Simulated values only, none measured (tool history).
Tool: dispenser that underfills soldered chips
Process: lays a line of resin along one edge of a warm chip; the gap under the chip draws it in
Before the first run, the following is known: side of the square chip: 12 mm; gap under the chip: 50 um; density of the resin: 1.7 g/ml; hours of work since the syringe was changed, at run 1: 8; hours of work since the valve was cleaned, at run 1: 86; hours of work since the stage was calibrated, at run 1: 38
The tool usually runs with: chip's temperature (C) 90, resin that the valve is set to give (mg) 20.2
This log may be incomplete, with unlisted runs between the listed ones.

run,hour,chip's temperature (C),resin that the valve is set to give (mg),hours of work since the syringe was changed,hours of work since the valve was cleaned,hours of work since the stage was calibrated,time until the resin shows at the far edge (s),resin that the valve gave (mg)
1,0,90,20.2,8,86,38,248.8,18.58
# hour 2.8: new syringe of resin
2,5.3,90,20.2,2,89,41,156,18.54
3,10.4,90,20.2,5,92,44,197.2,18.4
4,16.1,90,20.2,8,95,48,256.1,18.19
# hour 18.7: new syringe of resin
5,20.3,90,20.2,1,98,50,149.5,18.13
6,24.1,90,20.2,3,100,52,180.7,18.19
7,27.3,84,25.7,5,102,54,251.2,23
8,33.4,104,17.7,9,106,58,179.7,15.83
# hour 34.7: new syringe of resin
9,38.7,104,17.7,2,109,61,110.7,15.69
10,42.3,97,19.8,5,111,64,155.3,17.72
11,47,82,20.2,8,114,66,322.5,17.92

4 options for the next run, each taken on its own from the tool as it stands now. Forecast them:
# hour 50.5: new syringe of resin
# hour 52.3: dispensing valve cleaned and set on the balance
A,55.5,102,19.4,2,2,71,?,?
# hour 50.5: new syringe of resin
# hour 52.3: dispensing valve cleaned and set on the balance
B,55.5,99,21.9,2,2,71,?,?
# hour 50.5: new syringe of resin
# hour 52.3: dispensing valve cleaned and set on the balance
C,55.5,90,25.7,2,2,71,?,?
# hour 50.5: new syringe of resin
# hour 52.3: dispensing valve cleaned and set on the balance
D,55.5,76,20.2,2,2,71,?,?

run,time until the resin shows at the far edge (s),resin that the valve gave (mg)
A,111.6,19.57
B,122.4,21.83
C,162.1,25.53
D,267.7,20.05
With no hidden state in the tool, these same runs would have given:
run,time until the resin shows at the far edge (s),resin that the valve gave (mg)
A,94.7,19.66
B,104,21.93
C,137.8,25.64
D,227.8,20.14
